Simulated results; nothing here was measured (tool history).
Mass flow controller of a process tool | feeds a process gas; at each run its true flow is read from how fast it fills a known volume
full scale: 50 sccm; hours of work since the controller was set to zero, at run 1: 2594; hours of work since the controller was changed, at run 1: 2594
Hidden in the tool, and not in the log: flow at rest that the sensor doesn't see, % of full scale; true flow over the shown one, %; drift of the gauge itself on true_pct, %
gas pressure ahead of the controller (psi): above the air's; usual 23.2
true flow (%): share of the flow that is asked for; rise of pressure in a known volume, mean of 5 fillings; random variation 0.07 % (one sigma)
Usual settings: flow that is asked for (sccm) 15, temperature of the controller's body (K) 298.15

run    hour  flow that is asked for (sccm)  gas pressure ahead of the controller (psi)  temperature of the controller's body (K)  hours of work since the controller was set to zero  hours of work since the controller was changed  true flow (%)
  1       0                             15                                        23.2                                    298.15                                                2594                                            2594         100.35
  2    87.7                             15                                        23.2                                    305.15                                                2643                                            2643           99.5
  3   127.7                             15                                        23.2                                    309.15                                                2666                                            2666          99.16
  4   189.5                             15                                        30.9                                    298.15                                                2700                                            2700         100.39
  5   281.1                             15                                        30.9                                    298.15                                                2752                                            2752         100.42
  6   378.9                             15                                        30.9                                    298.15                                                2806                                            2806         100.49
  7   424.4                             15                                        23.6                                    298.15                                                2832                                            2832          100.5
  8   497.9                             15                                        24.2                                    298.15                                                2873                                            2873          100.4
  9   558.7                             15                                        23.2                                    298.15                                                2907                                            2907         100.48
 10   619.1                             15                                        32.9                                    298.15                                                2941                                            2941         100.62
 11   705.6                             15                                        32.9                                    298.15                                                2989                                            2989         100.56
 12   745.7                             15                                        23.2                                    298.15                                                3012                                            3012         100.42
 13   842.4                             15                                        23.2                                    298.15                                                3066                                            3066         100.52
 14     914                             15                                        23.4                                    298.15                                                3106                                            3106         100.59
 15   994.9                             15                                        23.4                                    298.15                                                3151                                            3151         100.63
 16  1069.7                             15                                        23.4                                    298.15                                                3193                                            3193         100.58
 17  1115.2                             15                                        23.4                                    298.15                                                3218                                            3218         100.69
 18    1210                             15                                        23.4                                    312.15                                                3271                                            3271          99.03
 19  1263.9                             15                                        23.2                                    309.15                                                3301                                            3301          99.46
 20  1320.6                             15                                        23.2                                    309.15                                                3333                                            3333          99.49
 21  1402.7                             15                                        23.2                                    309.15                                                3379                                            3379           99.5
 22  1478.2                             15                                        23.2                                    309.15                                                3421                                            3421          99.48
 23  1567.5                             15                                        23.2                                    309.15                                                3471                                            3471           99.6
 24  1652.3                             15                                        23.2                                    309.15                                                3519                                            3519          99.45
 25  1725.7                             15                                        23.2                                    309.15                                                3560                                            3560          99.56
 26  1767.3                             15                                        23.2                                    309.15                                                3583                                            3583          99.57
 27  1846.5                             15                                        23.2                                    309.15                                                3627                                            3627          99.64
 28  1939.4                             15                                        23.2                                    309.15                                                3679                                            3679          99.64
 29    1991                             38                                        38.3                                    294.15                                                3708                                            3708         101.32
 30  2071.8                             15                                        23.2                                    308.15                                                3753                                            3753          99.91
 31  2146.9                             15                                        23.2                                    308.15                                                3796                                            3796          99.84

The next listed run, before its measurement:
 32  2229.8                             50                                          27                                    298.15                                                3842                                            3842              ?

{"run 32": {"true flow (%)": 100.87}}
Without the tool's hidden state the same run would have given true flow (%) 99.92.
